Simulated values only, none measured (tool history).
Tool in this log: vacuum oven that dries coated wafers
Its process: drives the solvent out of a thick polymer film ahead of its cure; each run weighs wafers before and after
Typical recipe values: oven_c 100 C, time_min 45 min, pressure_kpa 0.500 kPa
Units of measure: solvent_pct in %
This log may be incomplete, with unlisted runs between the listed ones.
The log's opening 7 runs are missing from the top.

| run | hour | oven_c | time_min | pressure_kpa | solvent_pct |
|---|---|---|---|---|---|
| 8 | 495.6 | 100 | 45 | 1.716 | 1.36 |
| 9 | 551.2 | 100 | 45 | 1.716 | 1.35 |
| 10 | 596.0 | 100 | 45 | 1.716 | 1.34 |
| 11 | 636.2 | 100 | 45 | 0.500 | 0.85 |
| 12 | 725.2 | 100 | 45 | 0.500 | 0.83 |
|  | 770.1 | vacuum gauge cleaned of residue and calibrated |
| 13 | 794.9 | 100 | 45 | 0.500 | 0.91 |
| 14 | 886.9 | 100 | 45 | 0.500 | 0.92 |
| 15 | 951.7 | 100 | 45 | 0.500 | 0.93 |
|  | 1023.2 | oven's thermocouples calibrated |
| 16 | 1037.2 | 100 | 45 | 0.500 | 1.16 |
| 17 | 1103.7 | 101 | 49 | 0.500 | 0.96 |
| 18 | 1158.4 | 113 | 45 | 0.500 | 0.42 |
|  | 1175.1 | vacuum gauge cleaned of residue and calibrated, once more |
| 19 | 1237.6 | 107 | 45 | 0.500 | 0.39 |
| 20 | 1326.9 | 101 | 45 | 1.510 | 1.15 |
| 21 | 1391.3 | 101 | 45 | 1.510 | 1.19 |
| 22 | 1486.9 | 101 | 58 | 0.674 | 0.48 |
| 23 | 1579.0 | 101 | 58 | 0.674 | 0.48 |
| 24 | 1622.7 | 86 | 50 | 1.053 | 3.14 |
| 25 | 1687.8 | 111 | 59 | 0.500 | 0.18 |
| 26 | 1743.3 | 89 | 59 | 0.500 | 1.53 |
| 27 | 1810.1 | 108 | 59 | 0.500 | 0.23 |
| 28 | 1884.2 | 89 | 46 | 0.500 | 2.35 |
| 29 | 1927.2 | 94 | 45 | 0.500 | 1.45 |

What will run 30 give?
| 30 | 1980.5 | 94 | 24 | 1.123 | ? |

Run 30 produced solvent_pct 4.02 %.
Without the tool's hidden state the same run would have given solvent_pct 4.24 %.

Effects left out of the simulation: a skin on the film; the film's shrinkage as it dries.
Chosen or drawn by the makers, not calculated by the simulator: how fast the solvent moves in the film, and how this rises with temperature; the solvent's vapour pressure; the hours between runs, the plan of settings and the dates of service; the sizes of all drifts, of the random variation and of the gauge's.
